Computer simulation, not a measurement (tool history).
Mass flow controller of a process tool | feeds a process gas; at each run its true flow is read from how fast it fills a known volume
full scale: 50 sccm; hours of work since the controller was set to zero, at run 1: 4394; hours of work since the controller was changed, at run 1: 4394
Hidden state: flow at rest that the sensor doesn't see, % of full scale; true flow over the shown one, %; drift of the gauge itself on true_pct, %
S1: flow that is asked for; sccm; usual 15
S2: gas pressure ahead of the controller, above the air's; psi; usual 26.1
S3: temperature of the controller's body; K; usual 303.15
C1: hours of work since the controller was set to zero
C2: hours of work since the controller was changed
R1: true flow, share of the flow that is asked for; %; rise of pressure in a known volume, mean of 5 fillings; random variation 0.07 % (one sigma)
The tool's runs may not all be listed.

| run | hour | S1 | S2 | S3 | C1 | C2 | R1 |
|---|---|---|---|---|---|---|---|
| 1 | 0.0 | 15 | 26.1 | 303.15 | 4394 | 4394 | 101.69 |
| 2 | 251.4 | 15 | 26.1 | 303.15 | 4502 | 4502 | 101.66 |
| 3 | 475.4 | 15 | 26.1 | 303.15 | 4597 | 4597 | 101.78 |
| 4 | 685.3 | 15 | 26.1 | 303.15 | 4687 | 4687 | 101.95 |
| 5 | 876.5 | 15 | 26.1 | 303.15 | 4769 | 4769 | 102.04 |
| 6 | 1000.8 | 15 | 33.8 | 303.15 | 4822 | 4822 | 101.79 |
| 7 | 1148.0 | 15 | 26.1 | 303.15 | 4885 | 4885 | 101.94 |
| 8 | 1422.2 | 15 | 26.1 | 303.15 | 5002 | 5002 | 102.10 |
| 9 | 1606.6 | 15 | 28.0 | 303.15 | 5081 | 5081 | 102.07 |
| 10 | 1740.5 | 15 | 28.0 | 303.15 | 5139 | 5139 | 102.20 |
|  | 1803.9 | controller's zero set anew |
| 11 | 1954.8 | 15 | 28.0 | 303.15 | 65 | 5230 | 100.19 |
| 12 | 2090.9 | 15 | 26.1 | 303.15 | 123 | 5288 | 100.59 |
| 13 | 2245.5 | 20 | 26.1 | 303.15 | 189 | 5354 | 100.63 |
| 14 | 2485.0 | 20 | 26.1 | 303.15 | 291 | 5457 | 100.70 |
| 15 | 2762.1 | 20 | 26.1 | 303.15 | 410 | 5575 | 100.69 |
| 16 | 2898.4 | 20 | 26.1 | 303.15 | 468 | 5634 | 100.88 |
| 17 | 3118.2 | 15 | 26.1 | 294.15 | 562 | 5728 | 101.02 |
| 18 | 3312.7 | 15 | 26.1 | 294.15 | 646 | 5811 | 101.12 |
| 19 | 3576.3 | 15 | 26.1 | 297.15 | 758 | 5924 | 101.03 |
| 20 | 3727.2 | 6 | 27.4 | 307.15 | 823 | 5988 | 100.75 |
| 21 | 3901.7 | 15 | 24.1 | 302.15 | 897 | 6063 | 101.06 |
| 22 | 4138.5 | 15 | 23.1 | 293.15 | 999 | 6164 | 101.33 |
| 23 | 4367.4 | 34 | 33.6 | 300.15 | 1097 | 6262 | 101.24 |
| 24 | 4635.2 | 15 | 37.7 | 303.15 | 1211 | 6377 | 100.85 |
| 25 | 4883.5 | 18 | 26.7 | 308.15 | 1318 | 6483 | 101.08 |
| 26 | 5138.1 | 21 | 20.7 | 308.15 | 1426 | 6592 | 101.19 |
| 27 | 5330.6 | 7 | 37.3 | 308.15 | 1509 | 6674 | 101.43 |
| 28 | 5545.2 | 6 | 38.6 | 302.15 | 1601 | 6766 | 101.84 |
| 29 | 5676.1 | 16 | 26.1 | 303.15 | 1657 | 6822 | 101.38 |
| 30 | 5913.2 | 16 | 32.2 | 298.15 | 1758 | 6924 | 101.55 |
| 31 | 6061.8 | 15 | 26.1 | 306.15 | 1822 | 6987 | 101.43 |
| 32 | 6217.7 | 5 | 26.1 | 303.15 | 1888 | 7054 | 102.64 |
| 33 | 6456.8 | 46 | 26.1 | 303.15 | 1991 | 7156 | 102.03 |
| 34 | 6606.7 | 46 | 26.1 | 303.15 | 2055 | 7220 | 101.95 |
| 35 | 6828.5 | 19 | 26.1 | 298.15 | 2150 | 7315 | 101.92 |
| 36 | 7007.7 | 5 | 28.0 | 308.15 | 2226 | 7392 | 102.99 |
| 37 | 7149.7 | 11 | 21.2 | 296.15 | 2287 | 7453 | 102.26 |
| 38 | 7287.4 | 36 | 29.9 | 307.15 | 2346 | 7511 | 101.74 |

5 ways to go on from here, each from the tool as it stands after run 38. What would each give?
| A | 7515.3 | 6 | 28.3 | 313.15 | 2443 | 7609 | ? |
| B | 7515.3 | 6 | 26.1 | 294.15 | 2443 | 7609 | ? |
| C | 7515.3 | 36 | 35.5 | 306.15 | 2443 | 7609 | ? |
| D | 7515.3 | 8 | 23.4 | 310.15 | 2443 | 7609 | ? |
| E | 7515.3 | 15 | 23.4 | 303.15 | 2443 | 7609 | ? |

| run | R1 |
|---|---|
| A | 102.75 |
| B | 103.20 |
| C | 101.79 |
| D | 102.27 |
| E | 102.09 |
Without the tool's hidden state the same runs would have given:
| run | R1 |
|---|---|
| A | 98.40 |
| B | 98.86 |
| C | 99.27 |
| D | 98.47 |
| E | 99.05 |

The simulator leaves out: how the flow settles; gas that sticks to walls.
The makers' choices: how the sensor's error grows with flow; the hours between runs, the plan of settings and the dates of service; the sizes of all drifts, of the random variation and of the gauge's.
